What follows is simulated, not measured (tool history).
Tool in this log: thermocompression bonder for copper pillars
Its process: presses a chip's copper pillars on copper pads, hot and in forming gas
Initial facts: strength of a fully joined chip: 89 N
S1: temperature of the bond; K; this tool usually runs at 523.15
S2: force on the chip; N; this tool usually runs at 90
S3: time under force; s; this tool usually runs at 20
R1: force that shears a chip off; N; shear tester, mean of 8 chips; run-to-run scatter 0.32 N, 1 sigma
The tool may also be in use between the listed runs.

{"run": 1, "hour": 0.0, "S1": 523.15, "S2": 90, "S3": 20, "R1": 47.6}
{"run": 2, "hour": 11.6, "S1": 523.15, "S2": 90, "S3": 47, "R1": 61.6}
{"run": 3, "hour": 26.3, "S1": 523.15, "S2": 73, "S3": 20, "R1": 38.3}
{"run": 4, "hour": 41.7, "S1": 523.15, "S2": 73, "S3": 20, "R1": 38.3}
{"run": 5, "hour": 54.9, "S1": 496.15, "S2": 73, "S3": 20, "R1": 26.3}
{"run": 6, "hour": 67.6, "S1": 535.15, "S2": 73, "S3": 20, "R1": 43.8}
{"run": 7, "hour": 87.1, "S1": 523.15, "S2": 90, "S3": 20, "R1": 46.5}
{"run": 8, "hour": 110.7, "S1": 523.15, "S2": 90, "S3": 20, "R1": 46.4}
{"run": 9, "hour": 124.2, "S1": 523.15, "S2": 90, "S3": 20, "R1": 46.1}
{"run": 10, "hour": 145.0, "S1": 523.15, "S2": 90, "S3": 20, "R1": 46.0}
{"run": 11, "hour": 156.0, "S1": 523.15, "S2": 90, "S3": 20, "R1": 46.1}
{"run": 12, "hour": 166.3, "S1": 523.15, "S2": 90, "S3": 20, "R1": 46.1}
{"run": 13, "hour": 186.1, "S1": 523.15, "S2": 90, "S3": 20, "R1": 45.9}
{"hour": 187.8, "done": "forming gas filter changed"}
{"run": 14, "hour": 202.5, "S1": 523.15, "S2": 90, "S3": 20, "R1": 47.5}
{"run": 15, "hour": 216.0, "S1": 523.15, "S2": 90, "S3": 20, "R1": 47.5}
{"run": 16, "hour": 239.3, "S1": 523.15, "S2": 90, "S3": 20, "R1": 47.9}
{"run": 17, "hour": 259.0, "S1": 523.15, "S2": 90, "S3": 20, "R1": 47.9}
{"run": 18, "hour": 280.9, "S1": 533.15, "S2": 90, "S3": 20, "R1": 53.3}
{"run": 19, "hour": 294.8, "S1": 523.15, "S2": 90, "S3": 18, "R1": 46.2}
{"run": 20, "hour": 306.5, "S1": 523.15, "S2": 90, "S3": 18, "R1": 45.9}
{"run": 21, "hour": 322.8, "S1": 548.15, "S2": 55, "S3": 33, "R1": 45.9}
{"run": 22, "hour": 343.1, "S1": 523.15, "S2": 65, "S3": 20, "R1": 33.7}
{"run": 23, "hour": 363.2, "S1": 495.15, "S2": 102, "S3": 20, "R1": 37.5}
{"run": 24, "hour": 384.1, "S1": 499.15, "S2": 118, "S3": 41, "R1": 56.2}
{"run": 25, "hour": 404.3, "S1": 532.15, "S2": 85, "S3": 20, "R1": 48.6}
{"hour": 410.0, "done": "forming gas filter changed"}
{"run": 26, "hour": 417.8, "S1": 520.15, "S2": 85, "S3": 20, "R1": 45.1}
{"run": 27, "hour": 440.0, "S1": 520.15, "S2": 85, "S3": 20, "R1": 44.4}
{"run": 28, "hour": 458.5, "S1": 551.15, "S2": 61, "S3": 21, "R1": 45.6}

Run 29 is up next; what results do you expect?
{"run": 29, "hour": 478.8, "S1": 523.15, "S2": 71, "S3": 11, "R1": "?"}

R1: 30.3 N
On a tool with no hidden condition, and with the same random variation, this run would have come out at R1 26.1 N.
